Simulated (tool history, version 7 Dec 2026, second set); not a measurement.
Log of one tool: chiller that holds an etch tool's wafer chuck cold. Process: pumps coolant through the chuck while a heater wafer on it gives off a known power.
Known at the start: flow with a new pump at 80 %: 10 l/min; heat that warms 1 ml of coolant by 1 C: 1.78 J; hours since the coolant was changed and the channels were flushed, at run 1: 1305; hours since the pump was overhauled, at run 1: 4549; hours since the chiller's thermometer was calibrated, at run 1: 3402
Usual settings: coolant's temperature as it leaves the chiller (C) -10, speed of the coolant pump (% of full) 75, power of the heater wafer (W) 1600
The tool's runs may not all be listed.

| run | hour | coolant's temperature as it leaves the chiller (C) | speed of the coolant pump (% of full) | power of the heater wafer (W) | hours since the coolant was changed and the channels were flushed | hours since the pump was overhauled | hours since the chiller's thermometer was calibrated | chuck's temperature once it has settled (C) | how much warmer the coolant comes back (C) |
|---|---|---|---|---|---|---|---|---|---|
| 1 | 0 | -10 | 75 | 1600 | 1305 | 4549 | 3402 | 6.1 | 6.08 |
| 2 | 214.1 | -10 | 75 | 1600 | 1519 | 4763 | 3616 | 6 | 6.07 |
| 3 | 397.2 | -8 | 75 | 1600 | 1702 | 4947 | 3799 | 8.3 | 6.02 |
| 4 | 530.5 | -10 | 75 | 1600 | 1836 | 5080 | 3932 | 6.2 | 6.12 |
| 5 | 660.3 | -10 | 75 | 1600 | 1965 | 5210 | 4062 | 6.1 | 6.07 |
| 6 | 781 | -10 | 75 | 814 | 2086 | 5330 | 4183 | -1.8 | 3.11 |
| 7 | 908.5 | -10 | 75 | 1674 | 2214 | 5458 | 4310 | 7 | 6.4 |
| 8 | 1009.5 | -10 | 75 | 1514 | 2315 | 5559 | 4411 | 5.3 | 5.77 |
| 9 | 1156.5 | -10 | 75 | 1514 | 2462 | 5706 | 4558 | 5.4 | 5.79 |
| 10 | 1319.9 | -10 | 75 | 1600 | 2625 | 5869 | 4722 | 6.3 | 6.13 |
| 11 | 1496.1 | -14 | 75 | 1600 | 2801 | 6045 | 4898 | 2.4 | 6.17 |
| 12 | 1673.6 | -10 | 75 | 1600 | 2979 | 6223 | 5076 | 6.5 | 6.15 |
| 13 | 1763.6 | -10 | 75 | 931 | 3069 | 6313 | 5166 | -0.8 | 3.64 |
| 14 | 1855.4 | -10 | 75 | 931 | 3161 | 6405 | 5257 | -0.3 | 3.6 |
| 15 | 1973.1 | -11 | 75 | 1600 | 3278 | 6522 | 5375 | 5.6 | 6.18 |
| 16 | 2124.8 | -11 | 75 | 1600 | 3430 | 6674 | 5527 | 5.5 | 6.18 |
| 17 | 2303.8 | -6 | 61 | 1468 | 3609 | 6853 | 5706 | 11.2 | 7.13 |
| 18 | 2402.9 | -6 | 61 | 1468 | 3708 | 6952 | 5805 | 11.3 | 7.08 |
|  | 2443.9 | chiller's thermometer calibrated |
| 19 | 2565.5 | -8 | 82 | 1668 | 3870 | 7114 | 122 | 8.8 | 5.86 |
| 20 | 2692.4 | -8 | 82 | 1668 | 3997 | 7241 | 249 | 8.5 | 5.88 |
| 21 | 2882 | -13 | 94 | 2021 | 4186 | 7430 | 438 | 5.9 | 6.21 |
| 22 | 3086.8 | -5 | 81 | 1116 | 4391 | 7635 | 643 | 6.4 | 4.05 |
| 23 | 3217.4 | -5 | 81 | 1116 | 4521 | 7766 | 773 | 6.4 | 4.05 |
| 24 | 3424.1 | -5 | 81 | 1116 | 4728 | 7972 | 980 | 6.3 | 3.99 |
| 25 | 3584.8 | -5 | 66 | 1060 | 4889 | 8133 | 1141 | 7.4 | 4.79 |
| 26 | 3717.2 | -5 | 66 | 1060 | 5021 | 8266 | 1273 | 7.5 | 4.79 |
| 27 | 3831.6 | -5 | 66 | 1060 | 5136 | 8380 | 1388 | 7.3 | 4.77 |
| 28 | 3997.6 | -5 | 66 | 1060 | 5302 | 8546 | 1554 | 7.4 | 4.81 |
| 29 | 4119.7 | -15 | 75 | 2195 | 5424 | 8668 | 1676 | 9.1 | 8.7 |
| 30 | 4278.2 | -15 | 75 | 2195 | 5582 | 8827 | 1834 | 9 | 8.65 |

The next listed run, before its measurement:
| 31 | 4406.1 | -15 | 75 | 2195 | 5710 | 8954 | 1962 | ? | ? |

Run 31 gave chuck's temperature once it has settled (C) 9.1, how much warmer the coolant comes back (C) 8.65.
Without the tool's hidden state the same run would have given chuck's temperature once it has settled (C) 6.4, how much warmer the coolant comes back (C) 7.89.
